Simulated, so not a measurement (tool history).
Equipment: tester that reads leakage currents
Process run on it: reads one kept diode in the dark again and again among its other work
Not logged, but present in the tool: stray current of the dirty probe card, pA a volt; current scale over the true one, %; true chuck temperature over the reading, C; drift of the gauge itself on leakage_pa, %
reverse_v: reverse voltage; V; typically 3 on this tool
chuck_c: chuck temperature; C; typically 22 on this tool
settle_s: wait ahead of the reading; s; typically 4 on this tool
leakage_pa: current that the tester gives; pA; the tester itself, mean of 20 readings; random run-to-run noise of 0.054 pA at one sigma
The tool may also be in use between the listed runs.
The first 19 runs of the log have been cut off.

run,hour,reverse_v,chuck_c,settle_s,hours of work since the probe card was cleaned,hours of work since the tester was calibrated,hours of work since the chuck was calibrated,leakage_pa
20,1213.8,3.94,40,4,2912,2413,1889,37.45
21,1282.3,1.03,32,7.49,2965,2466,1942,11.04
22,1320,2.11,29,4,2994,2495,1971,15.01
23,1384.7,6.05,30,6.16,3044,2545,2021,32.4
24,1466.6,6.05,30,6.16,3107,2608,2085,33.05
25,1538.2,5.32,40,4,3163,2663,2140,46.04
26,1605.8,2.6,22,2.53,3215,2715,2192,13.45
27,1660.4,2.6,22,2.53,3257,2758,2234,13.54
# hour 1738: chuck's temperature calibrated
28,1738,4.42,35,6.14,3315,2816,0,31.42
29,1775.4,4.42,35,6.14,3344,2845,29,31.63
30,1842.1,4.42,35,6.14,3396,2896,80,31.7
31,1900.1,3,20,1.69,3441,2941,125,14.15

5 options for the next run, each taken on its own from the tool as it stands now. Forecast them:
A,1956.3,2.23,25,4,3484,2985,169,?
B,1956.3,1.13,48,8.8,3484,2985,169,?
C,1956.3,1.62,55,1.69,3484,2985,169,?
D,1956.3,3,34,0.34,3484,2985,169,?
E,1956.3,3,39,1.69,3484,2985,169,?

run,leakage_pa
A,13.46
B,26.93
C,47.89
D,24.82
E,30.08
Take away the tool's hidden state, keep each run's random variation, and the runs would have read:
run,leakage_pa
A,7.3
B,23.49
C,42.82
D,16.5
E,21.6
